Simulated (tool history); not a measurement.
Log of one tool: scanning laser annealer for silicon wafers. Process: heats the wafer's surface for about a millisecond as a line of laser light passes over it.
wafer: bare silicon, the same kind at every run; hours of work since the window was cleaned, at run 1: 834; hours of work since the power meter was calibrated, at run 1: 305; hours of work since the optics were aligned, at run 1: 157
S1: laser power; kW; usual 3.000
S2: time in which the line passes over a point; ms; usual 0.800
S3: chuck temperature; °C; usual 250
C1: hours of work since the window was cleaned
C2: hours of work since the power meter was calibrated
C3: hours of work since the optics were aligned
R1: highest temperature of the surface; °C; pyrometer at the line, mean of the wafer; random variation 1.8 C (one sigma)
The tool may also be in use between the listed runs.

{"run": 1, "day": 0.0, "S1": 3.0, "S2": 0.8, "S3": 250, "C1": 834, "C2": 305, "C3": 157, "R1": 1017}
{"run": 2, "day": 2.067, "S1": 3.0, "S2": 0.8, "S3": 250, "C1": 854, "C2": 325, "C3": 178, "R1": 1018}
{"run": 3, "day": 3.621, "S1": 3.0, "S2": 0.771, "S3": 250, "C1": 870, "C2": 341, "C3": 194, "R1": 1002}
{"run": 4, "day": 5.154, "S1": 3.0, "S2": 0.771, "S3": 250, "C1": 885, "C2": 356, "C3": 209, "R1": 1002}
{"run": 5, "day": 6.179, "S1": 3.0, "S2": 0.8, "S3": 264, "C1": 896, "C2": 367, "C3": 219, "R1": 1031}
{"day": 7.329, "done": "window over the wafer cleaned"}
{"run": 6, "day": 8.029, "S1": 3.0, "S2": 0.8, "S3": 250, "C1": 7, "C2": 384, "C3": 237, "R1": 1053}
{"run": 7, "day": 10.008, "S1": 3.0, "S2": 0.8, "S3": 250, "C1": 27, "C2": 404, "C3": 257, "R1": 1052}
{"run": 8, "day": 11.933, "S1": 3.0, "S2": 0.816, "S3": 250, "C1": 46, "C2": 424, "C3": 276, "R1": 1062}
{"run": 9, "day": 13.45, "S1": 3.0, "S2": 0.816, "S3": 250, "C1": 61, "C2": 439, "C3": 291, "R1": 1060}
{"run": 10, "day": 15.517, "S1": 3.0, "S2": 0.8, "S3": 250, "C1": 82, "C2": 460, "C3": 312, "R1": 1050}
{"run": 11, "day": 17.6, "S1": 2.9, "S2": 0.8, "S3": 250, "C1": 103, "C2": 480, "C3": 333, "R1": 1027}
{"run": 12, "day": 19.612, "S1": 2.9, "S2": 0.8, "S3": 250, "C1": 123, "C2": 501, "C3": 353, "R1": 1025}
{"run": 13, "day": 20.975, "S1": 3.0, "S2": 0.938, "S3": 250, "C1": 137, "C2": 514, "C3": 367, "R1": 1113}
{"run": 14, "day": 22.467, "S1": 3.0, "S2": 0.938, "S3": 250, "C1": 152, "C2": 529, "C3": 382, "R1": 1110}
{"run": 15, "day": 23.608, "S1": 3.0, "S2": 0.8, "S3": 212, "C1": 163, "C2": 541, "C3": 393, "R1": 1007}
{"run": 16, "day": 25.475, "S1": 2.777, "S2": 0.778, "S3": 244, "C1": 182, "C2": 559, "C3": 412, "R1": 973}
{"run": 17, "day": 26.625, "S1": 2.777, "S2": 0.778, "S3": 244, "C1": 194, "C2": 571, "C3": 424, "R1": 971}
{"run": 18, "day": 27.746, "S1": 2.777, "S2": 0.778, "S3": 244, "C1": 205, "C2": 582, "C3": 435, "R1": 972}
{"run": 19, "day": 29.017, "S1": 2.579, "S2": 0.653, "S3": 215, "C1": 218, "C2": 595, "C3": 448, "R1": 835}
{"run": 20, "day": 30.646, "S1": 2.579, "S2": 0.653, "S3": 215, "C1": 234, "C2": 611, "C3": 464, "R1": 833}
{"run": 21, "day": 31.996, "S1": 2.579, "S2": 0.653, "S3": 215, "C1": 248, "C2": 625, "C3": 477, "R1": 832}
{"run": 22, "day": 34.15, "S1": 2.997, "S2": 0.653, "S3": 263, "C1": 269, "C2": 647, "C3": 499, "R1": 979}
{"run": 23, "day": 35.571, "S1": 3.138, "S2": 0.644, "S3": 260, "C1": 283, "C2": 661, "C3": 513, "R1": 1003}
{"run": 24, "day": 37.704, "S1": 3.138, "S2": 0.644, "S3": 260, "C1": 305, "C2": 682, "C3": 535, "R1": 1001}
{"run": 25, "day": 39.938, "S1": 3.181, "S2": 0.926, "S3": 218, "C1": 327, "C2": 705, "C3": 557, "R1": 1111}
{"run": 26, "day": 41.312, "S1": 3.01, "S2": 0.926, "S3": 220, "C1": 341, "C2": 718, "C3": 571, "R1": 1069}
{"run": 27, "day": 43.371, "S1": 3.01, "S2": 0.56, "S3": 220, "C1": 362, "C2": 739, "C3": 592, "R1": 883}
{"run": 28, "day": 44.346, "S1": 3.107, "S2": 0.807, "S3": 220, "C1": 372, "C2": 749, "C3": 601, "R1": 1034}

Forecast each of these 5 alternatives for the next run:
{"run": "A", "day": 46.35, "S1": 3.054, "S2": 0.807, "S3": 261, "C1": 392, "C2": 769, "C3": 622, "R1": "?"}
{"run": "B", "day": 46.35, "S1": 3.107, "S2": 0.973, "S3": 220, "C1": 392, "C2": 769, "C3": 622, "R1": "?"}
{"run": "C", "day": 46.35, "S1": 3.107, "S2": 0.98, "S3": 282, "C1": 392, "C2": 769, "C3": 622, "R1": "?"}
{"run": "D", "day": 46.35, "S1": 2.85, "S2": 0.958, "S3": 214, "C1": 392, "C2": 769, "C3": 622, "R1": "?"}
{"run": "E", "day": 46.35, "S1": 3.107, "S2": 0.62, "S3": 286, "C1": 392, "C2": 769, "C3": 622, "R1": "?"}

run=A R1=1062
run=B R1=1109
run=C R1=1177
run=D R1=1026
run=E R1=1002
Without the tool's hidden state the same runs would have given:
run=A R1=1083
run=B R1=1133
run=C R1=1202
run=D R1=1048
run=E R1=1021

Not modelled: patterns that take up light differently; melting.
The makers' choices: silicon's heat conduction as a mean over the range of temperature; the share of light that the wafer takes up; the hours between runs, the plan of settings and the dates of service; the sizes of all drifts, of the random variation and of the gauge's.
